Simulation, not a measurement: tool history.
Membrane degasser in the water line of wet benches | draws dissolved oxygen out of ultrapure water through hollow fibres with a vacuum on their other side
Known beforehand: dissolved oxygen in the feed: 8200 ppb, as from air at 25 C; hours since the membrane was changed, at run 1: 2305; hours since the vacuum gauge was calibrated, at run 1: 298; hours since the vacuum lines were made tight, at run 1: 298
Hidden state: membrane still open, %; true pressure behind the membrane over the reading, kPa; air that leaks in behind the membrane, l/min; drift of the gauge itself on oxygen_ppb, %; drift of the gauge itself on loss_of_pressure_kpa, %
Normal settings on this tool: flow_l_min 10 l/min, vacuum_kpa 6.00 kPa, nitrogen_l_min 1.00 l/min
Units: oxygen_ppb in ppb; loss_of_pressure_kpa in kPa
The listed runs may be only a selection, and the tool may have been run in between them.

run	day	flow_l_min	vacuum_kpa	nitrogen_l_min	hours since the membrane was changed	hours since the vacuum gauge was calibrated	hours since the vacuum lines were made tight	oxygen_ppb	loss_of_pressure_kpa
1	0.000	10	6.00	1.00	2305	298	298	79.5	66.87
2	4.196	10	6.00	1.00	2406	399	399	78.7	66.54
3	7.392	10	6.00	0.93	2483	476	476	84.2	66.70
4	11.446	10	6.00	0.93	2580	573	573	83.5	66.95
5	14.875	10	6.00	0.93	2662	656	656	83.4	67.21
6	21.067	10	6.00	1.00	2811	804	804	79.0	67.32
7	26.254	10	6.00	1.00	2935	929	929	79.7	66.87
8	33.279	10	6.00	1.00	3104	1097	1097	79.7	66.50
9	38.896	15	6.00	1.00	3239	1232	1232	192.7	100.02
10	44.067	15	6.00	1.00	3363	1356	1356	192.6	100.45
11	49.092	10	6.00	1.00	3484	1477	1477	81.8	66.78
12	52.950	10	6.00	1.00	3576	1569	1569	82.3	67.11
13	58.383	10	6.00	1.00	3707	1700	1700	81.1	67.04
14	64.696	10	6.00	1.00	3858	1851	1851	81.8	67.00
15	70.617	10	6.00	1.00	4000	1993	1993	81.8	66.94
16	75.267	10	6.00	1.00	4112	2105	2105	82.5	67.04
17	78.925	10	10.05	0.83	4200	2193	2193	205.1	66.98
18	84.758	11	10.05	0.84	4340	2333	2333	231.7	73.32
19	91.512	11	10.05	0.84	4502	2495	2495	232.5	73.65
20	95.679	10	5.19	0.64	4602	2595	2595	89.1	66.77
21	99.400	7	6.00	0.87	4691	2684	2684	58.2	47.01
22	105.008	10	12.96	0.49	4826	2819	2819	445.2	66.83
# day 105.367: vacuum gauge calibrated
23	109.454	10	12.96	0.49	4932	98	2925	437.0	67.34
24	113.825	9	8.64	2.39	5037	203	3030	59.8	60.32
25	120.117	10	12.60	2.92	5188	354	3181	94.9	67.15
26	123.738	9	12.60	1.33	5275	441	3268	161.4	61.12
27	129.821	10	6.00	0.58	5421	587	3414	127.5	67.15
# day 135.321: vacuum gauge calibrated, once more
28	136.600	14	3.90	0.73	5583	31	3576	103.8	94.65
29	141.204	11	10.26	1.10	5693	141	3686	191.9	74.03
30	144.308	10	6.00	0.66	5768	216	3761	112.1	67.48
31	148.088	12	7.53	0.71	5858	306	3852	202.6	80.40
32	152.708	10	3.78	1.00	5969	417	3963	28.6	67.36

Entry by entry between the runs, the difference in hidden state between the last listed run before and the first listed run after:
After run 22, before run 23: vacuum gauge calibrated (day 105.367)
  true pressure behind the membrane over the reading, kPa: 0.11 -> 0.14; air that leaks in behind the membrane, l/min: 0.0066 -> 0.0068
  measured value less the no-hidden-state value, oxygen_ppb: +8.5 -> +9.9 ppb; loss_of_pressure_kpa: +0.90 -> +0.93 kPa
After run 27, before run 28: vacuum gauge calibrated, once more (day 135.321)
  membrane still open, %: 98.5 -> 98.4; true pressure behind the membrane over the reading, kPa: 0.16 -> 0; air that leaks in behind the membrane, l/min: 0.0077 -> 0.008
  measured value less the no-hidden-state value, oxygen_ppb: +8.3 -> +5.6 ppb; loss_of_pressure_kpa: +1.02 -> +1.47 kPa

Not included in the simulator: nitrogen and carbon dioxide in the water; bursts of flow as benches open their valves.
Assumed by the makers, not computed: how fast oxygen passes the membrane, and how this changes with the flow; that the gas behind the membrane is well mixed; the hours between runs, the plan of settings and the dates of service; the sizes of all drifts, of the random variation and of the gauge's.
